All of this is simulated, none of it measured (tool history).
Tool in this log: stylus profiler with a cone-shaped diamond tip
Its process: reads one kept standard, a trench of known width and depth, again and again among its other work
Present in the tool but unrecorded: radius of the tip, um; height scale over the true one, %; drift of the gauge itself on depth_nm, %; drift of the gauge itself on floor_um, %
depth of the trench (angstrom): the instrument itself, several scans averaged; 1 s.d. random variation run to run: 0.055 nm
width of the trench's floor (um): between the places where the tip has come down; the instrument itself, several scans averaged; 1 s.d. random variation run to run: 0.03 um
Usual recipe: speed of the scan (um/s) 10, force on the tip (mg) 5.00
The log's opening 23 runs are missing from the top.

run    hour  speed of the scan (um/s)  force on the tip (mg)  scans with this tip  hours of work since the height scale was calibrated  depth of the trench (angstrom)  width of the trench's floor (um)
 24  1620.4                        19                   5.72                15316                                                  250                          2060.5                             97.32
 25  1715.7                        19                   5.72                16057                                                  303                          2060.2                             97.34
 26  1778.2                        33                  13.57                16543                                                  338                          2107.4                             97.34
     1850.7  -- new tip fitted, height scale calibrated
 27  1850.7                        33                  13.57                    0                                                    0                          2105.2                             98.22
 28  1913.4                        33                  13.57                  488                                                   35                          2105.6                             98.22
 29  1952.4                        18                   5.00                  791                                                   56                          2054.7                             98.16
 30  2002.6                         9                   1.97                 1181                                                   84                          2028.5                             98.18
 31  2082.6                        10                   2.14                 1804                                                  129                          2030.8                             98.13
 32  2126.8                         4                   3.46                 2147                                                  153                          2041.6                             98.08
 33  2194.8                         4                   3.46                 2676                                                  191                          2042.7                             98.05
 34  2248.7                         3                  12.73                 3095                                                  221                          2100.8                             98.01
 35  2327.4                        10                   2.53                 3707                                                  264                          2035.0                             97.96
 36  2411.9                         3                   4.17                 4364                                                  311                          2048.7                             97.93
 37  2454.3                         3                   4.17                 4694                                                  335                          2049.1                             97.97
 38  2547.9                         3                   4.17                 5422                                                  387                          2048.1                             97.94
 39  2603.1                        20                   3.40                 5851                                                  417                          2042.5                             97.80
 40  2650.6                        10                   4.49                 6220                                                  444                          2049.7                             97.81
 41  2705.2                         4                   5.00                 6645                                                  474                          2055.2                             97.80
 42  2770.4                         8                   7.57                 7152                                                  510                          2072.0                             97.78
 43  2811.0                         8                   7.57                 7467                                                  533                          2071.8                             97.72
 44  2886.8                         8                   7.57                 8057                                                  575                          2072.8                             97.72

Each row is a separate what-if for the run after 44, all from the same tool condition, not one after another. Results?
  A  2940.1                         5                   3.86                 8471                                                  604                               ?                                 ?
  B  2940.1                         9                   5.68                 8471                                                  604                               ?                                 ?
  C  2940.1                        17                   3.25                 8471                                                  604                               ?                                 ?

run  depth of the trench (angstrom)  width of the trench's floor (um)
  A                          2046.3                             97.75
  B                          2060.1                             97.65
  C                          2042.2                             97.68
Without the tool's hidden state the same runs would have given:
run  depth of the trench (angstrom)  width of the trench's floor (um)
  A                          2045.0                             98.28
  B                          2058.8                             98.18
  C                          2040.9                             98.21
